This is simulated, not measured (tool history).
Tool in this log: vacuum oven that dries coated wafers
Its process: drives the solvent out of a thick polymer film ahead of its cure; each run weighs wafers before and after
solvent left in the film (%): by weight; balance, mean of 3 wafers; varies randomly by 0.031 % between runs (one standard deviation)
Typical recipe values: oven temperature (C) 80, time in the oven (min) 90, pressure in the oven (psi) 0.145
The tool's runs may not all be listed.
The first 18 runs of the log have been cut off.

run	hour	oven temperature (C)	time in the oven (min)	pressure in the oven (psi)	hours of work since the thermocouples were calibrated	hours of work since the vacuum gauge was cleaned of residue	solvent left in the film (%)
19	830.5	80	90	0.145	1117	622	3.15
20	862.1	80	90	0.109	1140	644	2.86
21	911	80	90	0.109	1175	679	2.87
22	939.6	80	90	0.109	1195	700	2.89
23	992.4	80	90	0.109	1233	738	2.85
24	1031.2	79	90	0.145	1261	766	3.33
25	1097	90	102	0.252	1308	813	1.73
26	1144.4	65	127	0.161	1342	847	6.23
27	1187.5	89	87	0.292	1373	878	2.29

Expected results for the next run?
28	1226.4	84	141	0.117	1401	905	?

solvent left in the film (%): 1.25
The same run, on a tool lacking any hidden state, would have yielded solvent left in the film (%) 1.19.
